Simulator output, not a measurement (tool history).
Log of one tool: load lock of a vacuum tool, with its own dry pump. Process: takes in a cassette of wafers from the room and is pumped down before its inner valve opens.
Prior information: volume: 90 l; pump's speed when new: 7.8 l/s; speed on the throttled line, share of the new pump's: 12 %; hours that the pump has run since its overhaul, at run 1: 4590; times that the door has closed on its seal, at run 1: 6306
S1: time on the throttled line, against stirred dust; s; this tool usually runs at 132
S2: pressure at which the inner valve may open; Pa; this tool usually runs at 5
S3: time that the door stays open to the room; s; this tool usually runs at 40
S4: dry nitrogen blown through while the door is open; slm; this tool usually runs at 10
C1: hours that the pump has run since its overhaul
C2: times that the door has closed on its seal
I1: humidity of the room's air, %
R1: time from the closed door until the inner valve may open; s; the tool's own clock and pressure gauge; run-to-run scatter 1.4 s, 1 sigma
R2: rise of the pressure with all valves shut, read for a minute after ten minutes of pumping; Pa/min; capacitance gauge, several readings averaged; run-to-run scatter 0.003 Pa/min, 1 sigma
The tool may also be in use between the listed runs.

{"run": 1, "day": 0.0, "S1": 132, "S2": 5, "S3": 40, "S4": 10, "C1": 4590, "C2": 6306, "I1": 43.5, "R1": 237.8, "R2": 0.019}
{"run": 2, "day": 8.25, "S1": 140, "S2": 5, "S3": 40, "S4": 10, "C1": 4788, "C2": 6958, "I1": 46.6, "R1": 246.1, "R2": 0.022}
{"run": 3, "day": 17.188, "S1": 132, "S2": 5, "S3": 40, "S4": 10, "C1": 5002, "C2": 7664, "I1": 43.9, "R1": 239, "R2": 0.026}
{"run": 4, "day": 26.912, "S1": 132, "S2": 5, "S3": 40, "S4": 10, "C1": 5236, "C2": 8432, "I1": 51.9, "R1": 239.4, "R2": 0.023}
{"run": 5, "day": 34.529, "S1": 132, "S2": 5, "S3": 40, "S4": 10, "C1": 5419, "C2": 9034, "I1": 42, "R1": 235.9, "R2": 0.028}
{"run": 6, "day": 41.5, "S1": 132, "S2": 5, "S3": 40, "S4": 10, "C1": 5586, "C2": 9585, "I1": 47, "R1": 236.9, "R2": 0.026}
{"run": 7, "day": 50.975, "S1": 132, "S2": 5, "S3": 40, "S4": 10, "C1": 5813, "C2": 10333, "I1": 42.2, "R1": 237.1, "R2": 0.031}
{"run": 8, "day": 55.533, "S1": 132, "S2": 5, "S3": 40, "S4": 10, "C1": 5923, "C2": 10693, "I1": 43.8, "R1": 238.9, "R2": 0.025}
{"run": 9, "day": 63.762, "S1": 132, "S2": 5, "S3": 40, "S4": 10, "C1": 6120, "C2": 11344, "I1": 44.1, "R1": 238.6, "R2": 0.034}
{"run": 10, "day": 70.108, "S1": 132, "S2": 5, "S3": 40, "S4": 10, "C1": 6272, "C2": 11845, "I1": 44.2, "R1": 240.2, "R2": 0.029}
{"run": 11, "day": 75.729, "S1": 132, "S2": 5, "S3": 40, "S4": 10, "C1": 6407, "C2": 12289, "I1": 46.2, "R1": 240.2, "R2": 0.029}
{"run": 12, "day": 83.021, "S1": 132, "S2": 8, "S3": 40, "S4": 10, "C1": 6582, "C2": 12865, "I1": 44.6, "R1": 233.5, "R2": 0.037}
{"run": 13, "day": 88.742, "S1": 132, "S2": 8, "S3": 40, "S4": 10, "C1": 6720, "C2": 13317, "I1": 48, "R1": 232.6, "R2": 0.036}
{"run": 14, "day": 95.683, "S1": 132, "S2": 8, "S3": 40, "S4": 10, "C1": 6886, "C2": 13865, "I1": 49, "R1": 234.6, "R2": 0.037}
{"run": 15, "day": 103.508, "S1": 123, "S2": 5, "S3": 40, "S4": 5, "C1": 7074, "C2": 14483, "I1": 44.6, "R1": 233.6, "R2": 0.046}
{"run": 16, "day": 109.846, "S1": 73, "S2": 5, "S3": 76, "S4": 5, "C1": 7226, "C2": 14984, "I1": 47.8, "R1": 190.7, "R2": 0.047}
{"run": 17, "day": 119.554, "S1": 73, "S2": 9, "S3": 76, "S4": 5, "C1": 7459, "C2": 15751, "I1": 46.2, "R1": 180.5, "R2": 0.054}
{"run": 18, "day": 128.038, "S1": 73, "S2": 9, "S3": 76, "S4": 5, "C1": 7663, "C2": 16421, "I1": 45.7, "R1": 181.2, "R2": 0.054}
{"run": 19, "day": 135.383, "S1": 73, "S2": 9, "S3": 76, "S4": 5, "C1": 7839, "C2": 17002, "I1": 45.8, "R1": 181.4, "R2": 0.056}
{"run": 20, "day": 145.925, "S1": 80, "S2": 9, "S3": 126, "S4": 5, "C1": 8092, "C2": 17834, "I1": 43.5, "R1": 187.4, "R2": 0.073}
{"run": 21, "day": 155.304, "S1": 80, "S2": 9, "S3": 126, "S4": 5, "C1": 8317, "C2": 18575, "I1": 42.3, "R1": 188.7, "R2": 0.068}
{"run": 22, "day": 165.554, "S1": 80, "S2": 9, "S3": 89, "S4": 25, "C1": 8563, "C2": 19385, "I1": 45.5, "R1": 191.3, "R2": 0.053}
{"run": 23, "day": 172.271, "S1": 80, "S2": 9, "S3": 89, "S4": 25, "C1": 8724, "C2": 19916, "I1": 44.5, "R1": 188.6, "R2": 0.055}
{"run": 24, "day": 177.638, "S1": 80, "S2": 9, "S3": 89, "S4": 25, "C1": 8853, "C2": 20340, "I1": 44.6, "R1": 187.7, "R2": 0.057}
{"run": 25, "day": 187.954, "S1": 264, "S2": 6, "S3": 89, "S4": 5, "C1": 9101, "C2": 21154, "I1": 44.2, "R1": 361.9, "R2": 0.071}
{"run": 26, "day": 196.021, "S1": 105, "S2": 6, "S3": 44, "S4": 5, "C1": 9294, "C2": 21792, "I1": 44.5, "R1": 218.2, "R2": 0.071}
{"run": 27, "day": 205.046, "S1": 121, "S2": 6, "S3": 28, "S4": 24, "C1": 9511, "C2": 22505, "I1": 43.2, "R1": 232.9, "R2": 0.058}

Below are 4 alternative next runs, each starting from the tool's condition after run 27. Predict each:
{"run": "A", "day": 213.017, "S1": 132, "S2": 5, "S3": 40, "S4": 21, "C1": 9702, "C2": 23134, "I1": 46.9, "R1": "?", "R2": "?"}
{"run": "B", "day": 213.017, "S1": 132, "S2": 4, "S3": 127, "S4": 40, "C1": 9702, "C2": 23134, "I1": 47.1, "R1": "?", "R2": "?"}
{"run": "C", "day": 213.017, "S1": 132, "S2": 5, "S3": 87, "S4": 5, "C1": 9702, "C2": 23134, "I1": 46, "R1": "?", "R2": "?"}
{"run": "D", "day": 213.017, "S1": 132, "S2": 5, "S3": 40, "S4": 5, "C1": 9702, "C2": 23134, "I1": 43.4, "R1": "?", "R2": "?"}

run=A R1=243.8 R2=0.057
run=B R1=245.1 R2=0.072
run=C R1=242.8 R2=0.077
run=D R1=244.9 R2=0.072
With the hidden condition removed and each run's random variation left untouched, the same runs would have given:
run=A R1=232.7 R2=0
run=B R1=233.8 R2=0.015
run=C R1=231.8 R2=0.019
run=D R1=233.8 R2=0.016

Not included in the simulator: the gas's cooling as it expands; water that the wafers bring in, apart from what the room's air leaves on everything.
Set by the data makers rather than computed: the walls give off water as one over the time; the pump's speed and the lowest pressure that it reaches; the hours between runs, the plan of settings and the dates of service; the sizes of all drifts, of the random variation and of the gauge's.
